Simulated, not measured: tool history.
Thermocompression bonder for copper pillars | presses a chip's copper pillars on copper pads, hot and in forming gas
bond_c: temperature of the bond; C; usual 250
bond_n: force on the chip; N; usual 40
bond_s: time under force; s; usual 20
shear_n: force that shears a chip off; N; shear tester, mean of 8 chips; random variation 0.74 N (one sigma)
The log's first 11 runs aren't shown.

run,hour,bond_c,bond_n,bond_s,shear_n
12,345.5,250,49,20,60.3
13,387.8,265,40,20,65.0
14,425.4,265,40,20,66.2
15,456.8,265,40,20,66.3
16,482.5,265,40,20,64.4
17,502.8,265,40,20,64.0
18,543.3,255,53,13,57.5
19,589.3,228,29,25,34.9
20,618.7,228,29,25,34.6
21,642.2,250,40,24,57.8
22,684.1,250,40,24,58.7

Run 23 comes next. What will it give?
# hour 691.0: forming gas filter changed
23,726.7,250,40,24,?

shear_n: 58.7 N
Without the tool's hidden state the same run would have given shear_n 58.9 N.
